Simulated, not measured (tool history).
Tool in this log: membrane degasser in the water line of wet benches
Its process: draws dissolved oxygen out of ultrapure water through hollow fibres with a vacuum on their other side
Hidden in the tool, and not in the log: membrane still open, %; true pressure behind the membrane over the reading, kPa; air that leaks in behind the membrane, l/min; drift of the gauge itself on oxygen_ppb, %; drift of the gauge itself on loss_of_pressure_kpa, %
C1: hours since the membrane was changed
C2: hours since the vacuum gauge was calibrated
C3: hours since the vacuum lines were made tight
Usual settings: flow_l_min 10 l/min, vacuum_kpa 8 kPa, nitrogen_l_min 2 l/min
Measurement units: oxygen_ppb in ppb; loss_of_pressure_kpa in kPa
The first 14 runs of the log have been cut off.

run 15 day=22.392 | flow_l_min=10 vacuum_kpa=8 nitrogen_l_min=2 | C1=1025 C2=3537 C3=1994 | oxygen_ppb=79.9 loss_of_pressure_kpa=45.45
run 16 day=23.738 | flow_l_min=10 vacuum_kpa=8 nitrogen_l_min=2 | C1=1057 C2=3570 C3=2026 | oxygen_ppb=79.3 loss_of_pressure_kpa=45.59
run 17 day=25.721 | flow_l_min=10 vacuum_kpa=8 nitrogen_l_min=2 | C1=1105 C2=3617 C3=2074 | oxygen_ppb=81.5 loss_of_pressure_kpa=45.36
run 18 day=27.138 | flow_l_min=10 vacuum_kpa=6.55 nitrogen_l_min=2 | C1=1139 C2=3651 C3=2108 | oxygen_ppb=63.8 loss_of_pressure_kpa=45.49
run 19 day=28.279 | flow_l_min=11 vacuum_kpa=11.78 nitrogen_l_min=1.61 | C1=1166 C2=3679 C3=2135 | oxygen_ppb=164.5 loss_of_pressure_kpa=50.28
run 20 day=29.492 | flow_l_min=16 vacuum_kpa=11.21 nitrogen_l_min=1.54 | C1=1195 C2=3708 C3=2164 | oxygen_ppb=256.2 loss_of_pressure_kpa=73.12
run 21 day=31.412 | flow_l_min=16 vacuum_kpa=11.21 nitrogen_l_min=1.54 | C1=1241 C2=3754 C3=2210 | oxygen_ppb=252.5 loss_of_pressure_kpa=72.67
run 22 day=33.283 | flow_l_min=16 vacuum_kpa=11.21 nitrogen_l_min=1.54 | C1=1286 C2=3799 C3=2255 | oxygen_ppb=252.6 loss_of_pressure_kpa=72.84
run 23 day=34.692 | flow_l_min=10 vacuum_kpa=8 nitrogen_l_min=0.91 | C1=1320 C2=3833 C3=2289 | oxygen_ppb=148.7 loss_of_pressure_kpa=45.62
run 24 day=35.767 | flow_l_min=10 vacuum_kpa=8 nitrogen_l_min=0.91 | C1=1346 C2=3858 C3=2315 | oxygen_ppb=150.5 loss_of_pressure_kpa=45.71
run 25 day=37.242 | flow_l_min=12 vacuum_kpa=8 nitrogen_l_min=0.93 | C1=1381 C2=3894 C3=2350 | oxygen_ppb=176.3 loss_of_pressure_kpa=54.77
run 26 day=38.479 | flow_l_min=7 vacuum_kpa=13.34 nitrogen_l_min=2 | C1=1411 C2=3924 C3=2380 | oxygen_ppb=98.7 loss_of_pressure_kpa=32.11
run 27 day=39.312 | flow_l_min=10 vacuum_kpa=6.48 nitrogen_l_min=3.4 | C1=1431 C2=3943 C3=2400 | oxygen_ppb=43.7 loss_of_pressure_kpa=45.64
run 28 day=41.075 | flow_l_min=10 vacuum_kpa=6.48 nitrogen_l_min=0.87 | C1=1473 C2=3986 C3=2442 | oxygen_ppb=114.1 loss_of_pressure_kpa=45.66
run 29 day=41.967 | flow_l_min=15 vacuum_kpa=5.17 nitrogen_l_min=2 | C1=1495 C2=4007 C3=2464 | oxygen_ppb=86.1 loss_of_pressure_kpa=68.85
run 30 day=43.525 | flow_l_min=15 vacuum_kpa=5.17 nitrogen_l_min=2 | C1=1532 C2=4045 C3=2501 | oxygen_ppb=87.5 loss_of_pressure_kpa=68.6
run 31 day=44.612 | flow_l_min=11 vacuum_kpa=10.25 nitrogen_l_min=5.43 | C1=1558 C2=4071 C3=2527 | oxygen_ppb=60.4 loss_of_pressure_kpa=50.13
run 32 day=45.542 | flow_l_min=10 vacuum_kpa=8 nitrogen_l_min=2.1 | C1=1581 C2=4093 C3=2549 | oxygen_ppb=79.3 loss_of_pressure_kpa=45.81

Branching from run 32: 3 alternative next runs. What would each branch give?
run A day=46.592 | flow_l_min=12 vacuum_kpa=8 nitrogen_l_min=2.39 | C1=1606 C2=4118 C3=2575 | oxygen_ppb=? loss_of_pressure_kpa=?
run B day=46.592 | flow_l_min=10 vacuum_kpa=8.37 nitrogen_l_min=2.1 | C1=1606 C2=4118 C3=2575 | oxygen_ppb=? loss_of_pressure_kpa=?
run C day=46.592 | flow_l_min=9 vacuum_kpa=18.11 nitrogen_l_min=2.4 | C1=1606 C2=4118 C3=2575 | oxygen_ppb=? loss_of_pressure_kpa=?

run=A oxygen_ppb=90.2 loss_of_pressure_kpa=54.87
run=B oxygen_ppb=84.3 loss_of_pressure_kpa=45.99
run=C oxygen_ppb=157.4 loss_of_pressure_kpa=40.93
Take away the tool's hidden state, keep each run's random variation, and the runs would have read:
run=A oxygen_ppb=83.7 loss_of_pressure_kpa=54.18
run=B oxygen_ppb=78 loss_of_pressure_kpa=45.41
run=C oxygen_ppb=149.5 loss_of_pressure_kpa=40.42
